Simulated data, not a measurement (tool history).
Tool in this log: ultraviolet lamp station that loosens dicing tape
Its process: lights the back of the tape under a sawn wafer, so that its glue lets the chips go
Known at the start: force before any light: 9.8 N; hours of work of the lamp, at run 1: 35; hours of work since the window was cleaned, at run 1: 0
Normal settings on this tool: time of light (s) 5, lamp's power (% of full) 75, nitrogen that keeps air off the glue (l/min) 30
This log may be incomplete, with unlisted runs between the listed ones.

run   hour  time of light (s)  lamp's power (% of full)  nitrogen that keeps air off the glue (l/min)  hours of work of the lamp  hours of work since the window was cleaned  force that peels the tape off (N)  light that reached the tape (mJ/cm2)
  1      0                  5                        75                                            30                         35                                           0                              0.485                                   517
  2   10.3                  5                        75                                            30                         41                                           6                              0.472                                   520
  3   16.2                  5                        75                                            30                         45                                          10                              0.505                                   514
  4   25.4                  5                        75                                            30                         50                                          15                              0.505                                   517
  5   32.4                  5                        75                                            30                         54                                          19                              0.507                                   518
  6   40.6                  5                        75                                            30                         59                                          24                              0.513                                   514
  7   50.8                  5                        75                                            30                         65                                          30                              0.483                                   512
  8   59.9                  5                        75                                            30                         70                                          36                               0.52                                   511
  9   71.8                  5                        75                                            30                         77                                          43                              0.528                                   507
 10   78.4                  5                        75                                            30                         81                                          46                              0.528                                   510
 11   86.2                  5                        75                                            24                         86                                          51                               0.63                                   514
 12   96.8                  5                        75                                            24                         92                                          57                              0.648                                   509
        98  -- window cleaned of glue's vapour
 13  106.8                  4                        75                                            30                         98                                           5                              0.971                                   403
 14  117.1                  4                        75                                            30                        104                                          11                              0.939                                   399
 15  129.5                  5                        84                                            30                        111                                          19                              0.396                                   561
     141.7  -- window cleaned of glue's vapour, once more
 16  142.1                  5                        84                                            30                        119                                           0                              0.367                                   574
 17  152.1                  5                        84                                            30                        124                                           6                              0.382                                   567
 18  162.8                  3                        84                                            30                        131                                          13                              1.301                                   343
 19  172.3                  3                        84                                            30                        136                                          18                               1.32                                   339
 20  180.3                  3                        84                                            30                        141                                          23                              1.327                                   343
 21    187                  5                        75                                            30                        145                                          27                              0.536                                   510
 22  195.7                  5                        68                                            30                        150                                          32                              0.688                                   454
 23  201.3                  3                        75                                            15                        154                                          35                              2.379                                   301
 24  209.4                  3                        64                                            40                        158                                          40                              1.885                                   263
 25  220.6                  4                        64                                            53                        165                                          47                              0.971                                   339
 26  232.7                  3                        80                                            30                        172                                          54                              1.493                                   321
 27  238.2                  3                        72                                            14                        175                                          57                              2.594                                   287
 28  248.1                  4                        83                                            30                        181                                          63                              0.774                                   433
 29  255.3                  4                        72                                            21                        186                                          67                              1.287                                   387
 30    268                  4                        72                                            21                        193                                          75                              1.348                                   382
 31  278.5                  5                        70                                            39                        199                                          81                              0.552                                   455
 32  286.5                  3                        90                                            14                        204                                          86                              1.871                                   356
 33  294.2                  3                        90                                            14                        209                                          90                              1.954                                   352
 34  301.9                  6                        61                                            16                        213                                          95                              1.018                                   481
 35  313.8                  6                        61                                            26                        220                                         102                              0.688                                   480

Estimate the outcome of run 36 from the log above:
 36  325.1                  3                        84                                            14                        227                                         109                                  ?                                     ?

force that peels the tape off (N): 2.196
light that reached the tape (mJ/cm2): 328
With no hidden state in the tool, this same run would have given force that peels the tape off (N) 1.872, light that reached the tape (mJ/cm2) 363.
